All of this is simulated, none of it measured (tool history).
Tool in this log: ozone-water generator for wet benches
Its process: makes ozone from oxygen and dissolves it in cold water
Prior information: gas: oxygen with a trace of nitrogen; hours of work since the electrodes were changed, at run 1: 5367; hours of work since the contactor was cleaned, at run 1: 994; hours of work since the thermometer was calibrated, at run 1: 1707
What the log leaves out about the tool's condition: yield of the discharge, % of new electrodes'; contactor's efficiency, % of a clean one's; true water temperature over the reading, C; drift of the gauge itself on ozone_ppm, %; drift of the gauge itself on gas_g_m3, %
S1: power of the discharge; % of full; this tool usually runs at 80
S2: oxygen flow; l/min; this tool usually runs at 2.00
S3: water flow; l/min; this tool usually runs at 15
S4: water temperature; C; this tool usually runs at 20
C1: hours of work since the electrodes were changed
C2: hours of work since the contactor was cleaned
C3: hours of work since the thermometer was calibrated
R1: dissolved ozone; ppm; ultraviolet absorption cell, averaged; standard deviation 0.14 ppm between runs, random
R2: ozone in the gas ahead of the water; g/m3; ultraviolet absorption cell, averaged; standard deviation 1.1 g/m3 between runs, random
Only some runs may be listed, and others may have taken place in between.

{"run": 1, "hour": 0.0, "S1": 80, "S2": 2.0, "S3": 15, "S4": 20, "C1": 5367, "C2": 994, "C3": 1707, "R1": 13.1, "R2": 166.2}
{"run": 2, "hour": 138.2, "S1": 80, "S2": 2.0, "S3": 15, "S4": 20, "C1": 5481, "C2": 1109, "C3": 1821, "R1": 12.7, "R2": 165.5}
{"run": 3, "hour": 295.5, "S1": 80, "S2": 2.0, "S3": 15, "S4": 20, "C1": 5612, "C2": 1239, "C3": 1952, "R1": 12.7, "R2": 165.4}
{"run": 4, "hour": 415.8, "S1": 80, "S2": 2.0, "S3": 15, "S4": 20, "C1": 5712, "C2": 1339, "C3": 2052, "R1": 12.6, "R2": 164.4}
{"run": 5, "hour": 497.2, "S1": 80, "S2": 1.28, "S3": 15, "S4": 20, "C1": 5779, "C2": 1406, "C3": 2119, "R1": 11.3, "R2": 204.3}
{"run": 6, "hour": 616.0, "S1": 80, "S2": 1.28, "S3": 15, "S4": 20, "C1": 5878, "C2": 1505, "C3": 2218, "R1": 11.3, "R2": 203.2}
{"run": 7, "hour": 720.9, "S1": 80, "S2": 2.91, "S3": 15, "S4": 20, "C1": 5965, "C2": 1592, "C3": 2305, "R1": 13.5, "R2": 135.0}
{"run": 8, "hour": 881.4, "S1": 80, "S2": 2.91, "S3": 15, "S4": 20, "C1": 6098, "C2": 1725, "C3": 2438, "R1": 13.0, "R2": 133.1}
{"run": 9, "hour": 991.2, "S1": 80, "S2": 2.91, "S3": 15, "S4": 20, "C1": 6189, "C2": 1816, "C3": 2529, "R1": 13.1, "R2": 132.5}
{"run": 10, "hour": 1086.0, "S1": 80, "S2": 2.91, "S3": 15, "S4": 20, "C1": 6268, "C2": 1895, "C3": 2608, "R1": 13.0, "R2": 131.8}

Run 11, settings as shown, results not yet in. Your forecast:
{"run": 11, "hour": 1181.6, "S1": 80, "S2": 2.91, "S3": 15, "S4": 20, "C1": 6347, "C2": 1974, "C3": 2687, "R1": "?", "R2": "?"}

{"run 11": {"R1": 13.0, "R2": 132.7}}
The same run, on a tool lacking any hidden state, would have yielded R1 16.3 ppm, R2 164.2 g/m3.
